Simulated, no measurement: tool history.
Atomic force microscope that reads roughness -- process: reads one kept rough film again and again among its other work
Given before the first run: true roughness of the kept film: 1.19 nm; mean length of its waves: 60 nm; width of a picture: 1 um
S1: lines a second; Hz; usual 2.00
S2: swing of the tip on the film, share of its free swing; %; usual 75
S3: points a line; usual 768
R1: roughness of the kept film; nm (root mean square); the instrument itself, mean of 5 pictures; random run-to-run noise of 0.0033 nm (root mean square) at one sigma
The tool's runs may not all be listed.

{"run": 1, "hour": 0.0, "S1": 2.0, "S2": 75, "S3": 768, "R1": 1.019}
{"run": 2, "hour": 42.0, "S1": 2.0, "S2": 75, "S3": 768, "R1": 1.014}
{"hour": 82.5, "done": "new tip fitted"}
{"run": 3, "hour": 98.7, "S1": 2.0, "S2": 75, "S3": 344, "R1": 1.017}
{"run": 4, "hour": 146.7, "S1": 2.0, "S2": 75, "S3": 429, "R1": 1.022}
{"run": 5, "hour": 182.2, "S1": 2.0, "S2": 75, "S3": 768, "R1": 1.023}
{"run": 6, "hour": 230.0, "S1": 2.0, "S2": 75, "S3": 768, "R1": 1.016}
{"run": 7, "hour": 265.3, "S1": 0.87, "S2": 75, "S3": 768, "R1": 1.104}
{"run": 8, "hour": 308.8, "S1": 2.0, "S2": 75, "S3": 768, "R1": 1.014}
{"run": 9, "hour": 367.2, "S1": 2.0, "S2": 75, "S3": 768, "R1": 1.018}
{"hour": 382.9, "done": "new tip fitted"}
{"run": 10, "hour": 422.8, "S1": 2.0, "S2": 75, "S3": 768, "R1": 1.021}
{"run": 11, "hour": 462.7, "S1": 2.0, "S2": 75, "S3": 768, "R1": 1.02}
{"run": 12, "hour": 491.2, "S1": 2.0, "S2": 75, "S3": 768, "R1": 1.017}
{"run": 13, "hour": 543.3, "S1": 2.0, "S2": 75, "S3": 768, "R1": 1.016}
{"run": 14, "hour": 586.1, "S1": 2.0, "S2": 75, "S3": 768, "R1": 1.019}
{"run": 15, "hour": 643.2, "S1": 2.0, "S2": 75, "S3": 768, "R1": 1.007}
{"hour": 680.0, "done": "new tip fitted"}
{"run": 16, "hour": 702.9, "S1": 2.0, "S2": 75, "S3": 768, "R1": 1.026}
{"run": 17, "hour": 759.0, "S1": 0.51, "S2": 75, "S3": 768, "R1": 1.127}
{"run": 18, "hour": 786.5, "S1": 0.51, "S2": 75, "S3": 768, "R1": 1.118}
{"run": 19, "hour": 818.8, "S1": 0.51, "S2": 75, "S3": 768, "R1": 1.123}
{"run": 20, "hour": 849.8, "S1": 2.0, "S2": 75, "S3": 369, "R1": 1.014}
{"run": 21, "hour": 896.2, "S1": 2.0, "S2": 75, "S3": 369, "R1": 1.014}
{"run": 22, "hour": 949.8, "S1": 1.84, "S2": 75, "S3": 768, "R1": 1.024}
{"hour": 977.3, "done": "new tip fitted"}
{"run": 23, "hour": 981.7, "S1": 2.0, "S2": 68, "S3": 564, "R1": 1.062}
{"run": 24, "hour": 1006.8, "S1": 2.0, "S2": 63, "S3": 768, "R1": 1.095}
{"run": 25, "hour": 1037.5, "S1": 2.0, "S2": 75, "S3": 345, "R1": 1.012}
{"run": 26, "hour": 1066.2, "S1": 3.26, "S2": 74, "S3": 325, "R1": 0.948}
{"run": 27, "hour": 1113.8, "S1": 1.6, "S2": 77, "S3": 321, "R1": 1.03}
{"run": 28, "hour": 1165.7, "S1": 1.87, "S2": 67, "S3": 321, "R1": 1.062}
{"run": 29, "hour": 1225.7, "S1": 1.87, "S2": 67, "S3": 321, "R1": 1.062}
{"run": 30, "hour": 1267.2, "S1": 1.87, "S2": 67, "S3": 321, "R1": 1.063}
{"hour": 1274.3, "done": "new tip fitted"}
{"run": 31, "hour": 1325.9, "S1": 0.94, "S2": 56, "S3": 340, "R1": 1.134}
{"run": 32, "hour": 1356.7, "S1": 0.94, "S2": 56, "S3": 340, "R1": 1.135}
{"run": 33, "hour": 1391.6, "S1": 0.94, "S2": 83, "S3": 340, "R1": 1.048}
{"run": 34, "hour": 1418.3, "S1": 0.76, "S2": 83, "S3": 340, "R1": 1.07}
{"run": 35, "hour": 1442.9, "S1": 0.52, "S2": 86, "S3": 466, "R1": 1.09}
{"run": 36, "hour": 1470.7, "S1": 0.52, "S2": 62, "S3": 1007, "R1": 1.14}
{"run": 37, "hour": 1501.3, "S1": 0.52, "S2": 62, "S3": 1007, "R1": 1.135}
{"run": 38, "hour": 1526.5, "S1": 0.52, "S2": 62, "S3": 1007, "R1": 1.132}
{"run": 39, "hour": 1561.3, "S1": 2.63, "S2": 81, "S3": 356, "R1": 0.918}
{"hour": 1571.7, "done": "new tip fitted"}
{"run": 40, "hour": 1599.1, "S1": 2.63, "S2": 81, "S3": 356, "R1": 0.921}

Measured result minus the same run's result without the hidden state. Both carry the same run-to-run variation, though not necessarily the same gauge scatter:
The tool's hidden condition here consists of: radius of the tip, nm; height scale over the true one, %; drift of the gauge itself on roughness_nm, %.
run=1 R1=-0.014
run=2 R1=-0.015
run=3 R1=-0.009
run=4 R1=-0.010
run=5 R1=-0.011
run=6 R1=-0.013
run=7 R1=-0.016
run=8 R1=-0.016
run=9 R1=-0.017
run=10 R1=-0.012
run=11 R1=-0.013
run=12 R1=-0.015
run=13 R1=-0.016
run=14 R1=-0.017
run=15 R1=-0.019
run=16 R1=-0.012
run=17 R1=-0.015
run=18 R1=-0.016
run=19 R1=-0.018
run=20 R1=-0.017
run=21 R1=-0.019
run=22 R1=-0.021
run=23 R1=-0.014
run=24 R1=-0.015
run=25 R1=-0.015
run=26 R1=-0.015
run=27 R1=-0.018
run=28 R1=-0.020
run=29 R1=-0.023
run=30 R1=-0.024
run=31 R1=-0.019
run=32 R1=-0.019
run=33 R1=-0.020
run=34 R1=-0.021
run=35 R1=-0.022
run=36 R1=-0.024
run=37 R1=-0.025
run=38 R1=-0.026
run=39 R1=-0.022
run=40 R1=-0.016
